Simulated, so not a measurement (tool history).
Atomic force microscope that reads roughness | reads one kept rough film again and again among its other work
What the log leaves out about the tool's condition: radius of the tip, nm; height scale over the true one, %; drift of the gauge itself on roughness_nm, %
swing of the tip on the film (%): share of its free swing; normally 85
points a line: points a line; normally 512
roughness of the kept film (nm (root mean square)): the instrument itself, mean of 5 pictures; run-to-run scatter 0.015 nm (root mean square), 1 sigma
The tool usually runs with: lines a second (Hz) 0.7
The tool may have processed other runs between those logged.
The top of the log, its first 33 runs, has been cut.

| run | hour | lines a second (Hz) | swing of the tip on the film (%) | points a line | pictures with this tip | hours of work since the height scale was calibrated | roughness of the kept film (nm (root mean square)) |
|---|---|---|---|---|---|---|---|
| 34 | 513.3 | 1.014 | 74 | 512 | 38 | 24 | 3.493 |
| 35 | 529.7 | 3.287 | 83 | 607 | 61 | 33 | 2.75 |
| 36 | 545.4 | 3.287 | 83 | 607 | 83 | 43 | 2.745 |
| 37 | 566.8 | 2.111 | 72 | 812 | 113 | 55 | 3.135 |
| 38 | 584.7 | 2.111 | 71 | 897 | 138 | 66 | 3.079 |
| 39 | 600.9 | 2.136 | 55 | 286 | 161 | 75 | 3.196 |
|  | 607.3 | new tip fitted |
| 40 | 616.9 | 1.576 | 77 | 382 | 13 | 84 | 3.38 |
| 41 | 627.5 | 1.576 | 75 | 542 | 28 | 90 | 3.411 |
| 42 | 648.5 | 0.717 | 65 | 411 | 57 | 103 | 3.522 |
| 43 | 663.5 | 0.717 | 65 | 411 | 78 | 111 | 3.491 |
| 44 | 680.6 | 0.643 | 62 | 502 | 102 | 121 | 3.454 |
| 45 | 695.9 | 0.668 | 56 | 910 | 124 | 130 | 3.385 |
| 46 | 706.7 | 0.668 | 56 | 910 | 139 | 137 | 3.382 |
| 47 | 722.4 | 0.668 | 56 | 910 | 161 | 146 | 3.317 |
|  | 729.5 | new tip fitted |
| 48 | 744.5 | 1.781 | 56 | 455 | 21 | 158 | 3.622 |
| 49 | 760.6 | 0.518 | 85 | 994 | 44 | 168 | 3.511 |
| 50 | 779.8 | 2.88 | 85 | 561 | 71 | 179 | 2.765 |
| 51 | 801.2 | 1.67 | 85 | 329 | 101 | 191 | 2.973 |
| 52 | 822 | 3.792 | 78 | 729 | 130 | 204 | 2.646 |

4 ways to go on from here, each from the tool as it stands after run 52. What would each give?
| A | 839.2 | 0.7 | 71 | 358 | 154 | 214 | ? |
| B | 839.2 | 3.946 | 78 | 762 | 154 | 214 | ? |
| C | 839.2 | 3.792 | 78 | 872 | 154 | 214 | ? |
| D | 839.2 | 1.395 | 69 | 376 | 154 | 214 | ? |

| run | roughness of the kept film (nm (root mean square)) |
|---|---|
| A | 3.241 |
| B | 2.585 |
| C | 2.634 |
| D | 3.12 |
Without the tool's unlogged condition, the same runs would have read:
| run | roughness of the kept film (nm (root mean square)) |
|---|---|
| A | 3.714 |
| B | 2.963 |
| C | 3.017 |
| D | 3.575 |
